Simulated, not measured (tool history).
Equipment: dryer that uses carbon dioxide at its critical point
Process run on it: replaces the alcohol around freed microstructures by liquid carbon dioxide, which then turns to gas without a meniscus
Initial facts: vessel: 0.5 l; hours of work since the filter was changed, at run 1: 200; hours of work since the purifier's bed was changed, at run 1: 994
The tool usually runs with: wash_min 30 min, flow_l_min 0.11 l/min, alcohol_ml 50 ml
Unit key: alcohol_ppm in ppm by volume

run,hour,wash_min,flow_l_min,alcohol_ml,hours of work since the filter was changed,hours of work since the purifier's bed was changed,alcohol_ppm
1,0,30,0.11,50,200,994,396
2,34.9,30,0.11,50,222,1015,401
3,53.5,30,0.11,50,233,1027,430
# hour 84.8: inlet filter changed
4,86.1,30,0.11,50,1,1047,296
5,126.5,30,0.11,50,26,1072,324
6,166.7,30,0.11,50,51,1097,343
7,198.5,30,0.11,50,71,1117,356
8,221.4,30,0.11,50,85,1131,358
9,250.9,30,0.11,50,104,1149,356
10,283.1,30,0.11,50,124,1170,369
11,302,30,0.11,50,135,1181,382
12,325.9,30,0.11,50,150,1196,396
13,349.7,30,0.11,50,165,1211,411
14,382.3,30,0.168,50,185,1231,64
15,422.9,30,0.168,50,211,1257,73
16,445.6,18,0.088,28,225,1271,3868
17,467.3,40,0.105,24,238,1284,82
# hour 490.2: inlet filter changed
18,509.6,24,0.07,21,12,1310,1914
# hour 515.7: purifier's bed changed
19,553.6,24,0.07,21,38,24,2043
20,582.3,25,0.128,40,56,41,289
21,618.6,33,0.089,29,78,64,326
22,638,32,0.13,50,90,76,75
23,666.2,32,0.13,50,108,94,88
24,700.2,38,0.079,50,129,115,521

Branching from run 24: 5 alternative next runs. What would each branch give?
A,723.6,18,0.079,50,144,130,?
B,723.6,30,0.097,85,144,130,?
C,723.6,31,0.179,33,144,130,?
D,723.6,21,0.079,50,144,130,?
E,723.6,25,0.12,23,144,130,?

run,alcohol_ppm
A,8347
B,1116
C,8
D,5471
E,278
Without the tool's hidden state the same runs would have given:
run,alcohol_ppm
A,7318
B,854
C,1
D,4691
E,211
